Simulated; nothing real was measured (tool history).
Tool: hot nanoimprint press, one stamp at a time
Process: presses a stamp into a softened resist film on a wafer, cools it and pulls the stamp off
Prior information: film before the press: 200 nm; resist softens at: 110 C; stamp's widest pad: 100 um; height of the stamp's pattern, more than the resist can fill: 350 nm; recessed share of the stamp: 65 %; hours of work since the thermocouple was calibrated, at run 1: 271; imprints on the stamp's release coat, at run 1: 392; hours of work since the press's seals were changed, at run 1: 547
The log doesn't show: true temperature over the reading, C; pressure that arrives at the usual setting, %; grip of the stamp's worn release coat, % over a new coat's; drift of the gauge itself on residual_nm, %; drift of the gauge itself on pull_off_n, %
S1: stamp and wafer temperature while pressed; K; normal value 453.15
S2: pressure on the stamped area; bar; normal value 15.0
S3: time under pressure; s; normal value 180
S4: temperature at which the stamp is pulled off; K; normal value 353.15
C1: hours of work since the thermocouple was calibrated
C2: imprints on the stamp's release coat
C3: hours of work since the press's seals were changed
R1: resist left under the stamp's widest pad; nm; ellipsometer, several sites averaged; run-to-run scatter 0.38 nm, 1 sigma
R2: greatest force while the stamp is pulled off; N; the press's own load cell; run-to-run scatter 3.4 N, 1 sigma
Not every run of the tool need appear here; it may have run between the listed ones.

{"run": 1, "hour": 0.0, "S1": 453.15, "S2": 15.0, "S3": 180, "S4": 353.15, "C1": 271, "C2": 392, "C3": 547, "R1": 83.1, "R2": 202}
{"run": 2, "hour": 20.2, "S1": 453.15, "S2": 15.0, "S3": 180, "S4": 353.15, "C1": 285, "C2": 458, "C3": 560, "R1": 84.1, "R2": 205}
{"run": 3, "hour": 44.9, "S1": 453.15, "S2": 15.0, "S3": 180, "S4": 353.15, "C1": 301, "C2": 540, "C3": 577, "R1": 84.3, "R2": 207}
{"run": 4, "hour": 67.5, "S1": 458.15, "S2": 15.0, "S3": 180, "S4": 353.15, "C1": 316, "C2": 615, "C3": 592, "R1": 68.3, "R2": 214}
{"run": 5, "hour": 91.6, "S1": 458.15, "S2": 15.0, "S3": 180, "S4": 353.15, "C1": 333, "C2": 694, "C3": 608, "R1": 68.3, "R2": 211}
{"hour": 119.9, "done": "plate thermocouple calibrated"}
{"run": 6, "hour": 123.4, "S1": 453.15, "S2": 15.0, "S3": 180, "S4": 353.15, "C1": 2, "C2": 790, "C3": 628, "R1": 86.2, "R2": 218}
{"run": 7, "hour": 139.6, "S1": 453.15, "S2": 15.0, "S3": 180, "S4": 351.15, "C1": 13, "C2": 843, "C3": 638, "R1": 86.3, "R2": 234}
{"run": 8, "hour": 159.5, "S1": 453.15, "S2": 15.0, "S3": 180, "S4": 351.15, "C1": 27, "C2": 909, "C3": 652, "R1": 86.3, "R2": 231}
{"run": 9, "hour": 180.3, "S1": 453.15, "S2": 15.0, "S3": 180, "S4": 351.15, "C1": 41, "C2": 978, "C3": 666, "R1": 87.6, "R2": 231}
{"run": 10, "hour": 209.2, "S1": 453.15, "S2": 15.0, "S3": 180, "S4": 351.15, "C1": 60, "C2": 1073, "C3": 685, "R1": 88.1, "R2": 243}
{"run": 11, "hour": 233.7, "S1": 454.15, "S2": 15.0, "S3": 180, "S4": 353.15, "C1": 77, "C2": 1154, "C3": 702, "R1": 84.1, "R2": 232}
{"run": 12, "hour": 256.2, "S1": 454.15, "S2": 15.0, "S3": 180, "S4": 353.15, "C1": 92, "C2": 1228, "C3": 717, "R1": 84.7, "R2": 233}
{"run": 13, "hour": 281.7, "S1": 454.15, "S2": 15.0, "S3": 180, "S4": 353.15, "C1": 109, "C2": 1312, "C3": 734, "R1": 85.0, "R2": 244}
{"hour": 287.3, "done": "plate thermocouple calibrated, once more"}
{"run": 14, "hour": 301.3, "S1": 453.15, "S2": 15.0, "S3": 180, "S4": 341.15, "C1": 9, "C2": 1367, "C3": 745, "R1": 80.3, "R2": 306}
{"run": 15, "hour": 319.3, "S1": 453.15, "S2": 22.3, "S3": 180, "S4": 353.15, "C1": 22, "C2": 1427, "C3": 757, "R1": 66.0, "R2": 230}
{"run": 16, "hour": 346.0, "S1": 450.15, "S2": 13.2, "S3": 303, "S4": 348.15, "C1": 39, "C2": 1515, "C3": 775, "R1": 81.7, "R2": 277}
{"hour": 362.5, "done": "press's hydraulic seals changed and the load cell set to zero"}
{"run": 17, "hour": 382.7, "S1": 456.15, "S2": 23.2, "S3": 274, "S4": 353.15, "C1": 59, "C2": 1610, "C3": 14, "R1": 45.4, "R2": 239}
{"run": 18, "hour": 409.7, "S1": 464.15, "S2": 15.0, "S3": 91, "S4": 342.15, "C1": 77, "C2": 1699, "C3": 32, "R1": 65.3, "R2": 303}
{"run": 19, "hour": 429.5, "S1": 460.15, "S2": 20.4, "S3": 288, "S4": 351.15, "C1": 90, "C2": 1765, "C3": 45, "R1": 41.3, "R2": 251}
{"run": 20, "hour": 443.8, "S1": 464.15, "S2": 20.4, "S3": 288, "S4": 351.15, "C1": 100, "C2": 1812, "C3": 55, "R1": 34.9, "R2": 257}
{"run": 21, "hour": 462.0, "S1": 453.15, "S2": 23.2, "S3": 180, "S4": 353.15, "C1": 112, "C2": 1872, "C3": 67, "R1": 62.3, "R2": 251}
{"run": 22, "hour": 484.2, "S1": 453.15, "S2": 23.2, "S3": 180, "S4": 353.15, "C1": 127, "C2": 1945, "C3": 82, "R1": 62.9, "R2": 257}
{"hour": 506.8, "done": "stamp cleaned and given a new release coat"}
{"run": 23, "hour": 509.7, "S1": 453.15, "S2": 13.3, "S3": 180, "S4": 354.15, "C1": 140, "C2": 10, "C3": 95, "R1": 85.1, "R2": 179}
{"run": 24, "hour": 536.0, "S1": 453.15, "S2": 13.7, "S3": 276, "S4": 343.15, "C1": 158, "C2": 97, "C3": 113, "R1": 71.9, "R2": 241}
{"run": 25, "hour": 556.7, "S1": 453.15, "S2": 13.7, "S3": 276, "S4": 343.15, "C1": 172, "C2": 165, "C3": 127, "R1": 72.2, "R2": 241}
{"run": 26, "hour": 569.9, "S1": 453.15, "S2": 15.4, "S3": 180, "S4": 353.15, "C1": 181, "C2": 208, "C3": 135, "R1": 79.4, "R2": 192}
{"run": 27, "hour": 593.4, "S1": 453.15, "S2": 20.3, "S3": 180, "S4": 356.15, "C1": 196, "C2": 286, "C3": 151, "R1": 68.9, "R2": 182}
{"run": 28, "hour": 609.6, "S1": 453.15, "S2": 20.3, "S3": 180, "S4": 356.15, "C1": 207, "C2": 339, "C3": 162, "R1": 69.3, "R2": 179}
{"run": 29, "hour": 622.4, "S1": 459.15, "S2": 18.1, "S3": 180, "S4": 353.15, "C1": 216, "C2": 382, "C3": 171, "R1": 56.5, "R2": 198}
{"run": 30, "hour": 639.5, "S1": 459.15, "S2": 18.1, "S3": 180, "S4": 353.15, "C1": 227, "C2": 438, "C3": 182, "R1": 56.5, "R2": 198}

Run by run, hidden condition taken away, random variation retained:
run=1 R1=77.0 R2=183
run=2 R1=77.7 R2=184
run=3 R1=77.6 R2=183
run=4 R1=62.6 R2=186
run=5 R1=62.4 R2=180
run=6 R1=76.5 R2=181
run=7 R1=76.5 R2=192
run=8 R1=76.1 R2=188
run=9 R1=77.1 R2=185
run=10 R1=77.2 R2=192
run=11 R1=73.3 R2=179
run=12 R1=73.5 R2=178
run=13 R1=73.6 R2=184
run=14 R1=76.9 R2=243
run=15 R1=61.5 R2=180
run=16 R1=78.1 R2=215
run=17 R1=44.7 R2=182
run=18 R1=64.2 R2=227
run=19 R1=40.3 R2=186
run=20 R1=34.0 R2=189
run=21 R1=60.4 R2=182
run=22 R1=60.7 R2=184
run=23 R1=82.2 R2=175
run=24 R1=69.1 R2=233
run=25 R1=69.2 R2=230
run=26 R1=75.9 R2=181
run=27 R1=65.3 R2=168
run=28 R1=65.5 R2=164
run=29 R1=53.5 R2=180
run=30 R1=53.3 R2=178
